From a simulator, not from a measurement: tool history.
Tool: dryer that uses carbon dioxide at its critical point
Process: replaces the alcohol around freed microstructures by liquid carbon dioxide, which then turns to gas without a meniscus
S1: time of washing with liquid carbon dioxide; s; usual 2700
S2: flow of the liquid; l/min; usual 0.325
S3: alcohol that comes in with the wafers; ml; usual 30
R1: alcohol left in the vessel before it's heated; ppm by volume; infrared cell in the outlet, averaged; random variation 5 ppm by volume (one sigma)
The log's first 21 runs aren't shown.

run 22 hour=197.6 | S1=2640 S2=0.268 S3=62 | R1=187
run 23 hour=207.9 | S1=4140 S2=0.325 S3=43 | R1=45
run 24 hour=214.3 | S1=4140 S2=0.325 S3=43 | R1=35
run 25 hour=224.9 | S1=2700 S2=0.291 S3=67 | R1=135
run 26 hour=231.6 | S1=2700 S2=0.291 S3=67 | R1=124
run 27 hour=242.8 | S1=1740 S2=0.325 S3=54 | R1=420
run 28 hour=253.6 | S1=3060 S2=0.31 S3=54 | R1=69
run 29 hour=259.4 | S1=2940 S2=0.285 S3=55 | R1=92
run 30 hour=271.8 | S1=3120 S2=0.202 S3=107 | R1=529
run 31 hour=278.5 | S1=2700 S2=0.392 S3=118 | R1=62
run 32 hour=286.6 | S1=1980 S2=0.358 S3=46 | R1=163
run 33 hour=292.5 | S1=2700 S2=0.478 S3=64 | R1=51
run 34 hour=304.9 | S1=3240 S2=0.261 S3=32 | R1=72
run 35 hour=318 | S1=3240 S2=0.261 S3=32 | R1=83
run 36 hour=324.6 | S1=3240 S2=0.208 S3=32 | R1=157
run 37 hour=334.5 | S1=1680 S2=0.206 S3=30 | R1=1181

The next listed run, before its measurement:
run 38 hour=346.1 | S1=1680 S2=0.266 S3=30 | R1=?

R1: 592 ppm by volume
Without the tool's hidden state the same run would have given R1 507 ppm by volume.

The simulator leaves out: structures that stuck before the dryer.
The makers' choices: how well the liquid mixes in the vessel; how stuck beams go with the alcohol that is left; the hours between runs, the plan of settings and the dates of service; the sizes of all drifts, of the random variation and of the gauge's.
